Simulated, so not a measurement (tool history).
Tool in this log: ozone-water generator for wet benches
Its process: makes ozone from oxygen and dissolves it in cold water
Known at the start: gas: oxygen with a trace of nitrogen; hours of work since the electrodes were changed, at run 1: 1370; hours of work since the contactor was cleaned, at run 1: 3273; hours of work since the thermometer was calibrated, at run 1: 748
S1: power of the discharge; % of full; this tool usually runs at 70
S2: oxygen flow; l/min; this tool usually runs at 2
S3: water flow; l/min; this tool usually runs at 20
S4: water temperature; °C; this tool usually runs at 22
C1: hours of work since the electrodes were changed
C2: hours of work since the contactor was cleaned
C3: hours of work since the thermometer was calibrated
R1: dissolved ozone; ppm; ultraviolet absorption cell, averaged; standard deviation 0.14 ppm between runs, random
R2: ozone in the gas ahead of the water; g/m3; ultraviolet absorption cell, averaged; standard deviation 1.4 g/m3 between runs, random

run,hour,S1,S2,S3,S4,C1,C2,C3,R1,R2
1,0,70,2,20,22,1370,3273,748,14.5,251.5
2,46.5,70,2,20,22,1400,3304,778,14.5,250.7
3,115.4,70,2,20,22,1445,3348,823,14.5,253.2
4,183.1,47,2,20,22,1489,3392,867,11.8,200.9
5,223.6,47,2,20,22,1515,3419,893,11.7,201.3
6,292.7,47,2,20,22,1560,3464,938,11.5,201.1
7,358.6,61,2,20,22,1603,3506,981,13.5,230.4
8,400.2,61,2,20,22,1630,3533,1008,13.4,232.2
9,435.6,61,2,20,22,1653,3556,1031,13.3,229.6
10,512.1,61,2,20,22,1702,3606,1081,13.2,230.3
11,573.3,61,2,20,22,1742,3646,1120,13.2,232.3
12,606.6,61,2,20,22,1764,3668,1142,13,230.3
13,674.4,61,2,20,22,1808,3712,1186,13.2,230.5
14,728.2,70,2,20,22,1843,3747,1221,14.3,247.7
15,788.9,70,2,19,22,1882,3786,1260,14.7,243.3
16,861.7,70,1.68,20,22,1930,3833,1308,13.3,262
17,911.9,70,1.68,20,22,1962,3866,1340,13.3,263.3
18,949.7,70,1.07,20,17,1987,3890,1365,11.3,313.6
# hour 957.2: water thermometer calibrated
19,995.5,70,1.07,20,17,2016,3920,25,11.2,312.7
20,1045.5,70,1.07,20,17,2049,3952,57,11.1,315.1
21,1112,42,2.46,20,22,2092,3996,101,11.4,172.9
22,1178.4,95,2,28,22,2135,4039,144,11.7,287.4
23,1210.5,70,1.72,20,24,2156,4059,164,12.8,256.6
24,1279.8,83,3.5,24,28,2201,4105,210,14.1,212.4
25,1356.6,83,3.5,15,28,2251,4154,259,19.8,210.6
26,1394.2,83,3.5,15,28,2275,4179,284,20,211.2
# hour 1413.6: water thermometer calibrated, once more
27,1467.5,94,2,25,28,2323,4226,35,12.4,284.2
28,1536.6,70,2.81,20,23,2367,4271,80,14.9,211.3
29,1578.4,70,2.93,17,14,2395,4298,107,19.2,208.1
30,1651.7,70,1.93,17,22,2442,4346,155,15.4,244.5
31,1694.4,70,1.93,16,16,2470,4374,182,17.5,242.7
32,1754.5,70,1.93,16,16,2509,4413,221,17.4,244
33,1820.1,70,1.93,16,16,2552,4455,264,17.5,243.1

The same runs without the tool's hidden state, with the same run-to-run variation:
The hidden state here: yield of the discharge, % of new electrodes'; contactor's efficiency, % of a clean one's; true water temperature over the reading, C; drift of the gauge itself on ozone_ppm, %; drift of the gauge itself on gas_g_m3, %.
run,R1,R2
1,16,264.3
2,16,263.8
3,16,266.7
4,12.9,209.5
5,12.8,210.1
6,12.6,210.1
7,15.1,243.1
8,14.9,245.4
9,14.9,242.7
10,14.8,243.9
11,14.8,246.3
12,14.6,244.4
13,14.8,245
14,16.1,265.1
15,16.7,260.7
16,15.2,281.3
17,15.2,283.1
18,12.9,337.4
19,12.8,336.8
20,12.8,339.8
21,12.8,182.9
22,13.8,315.2
23,14.8,278
24,16.5,232.3
25,23,230.8
26,23.2,231.7
27,14.8,314.2
28,17.4,230.8
29,22.3,227.6
30,17.9,267.9
31,20.4,266.2
32,20.4,268
33,20.5,267.5
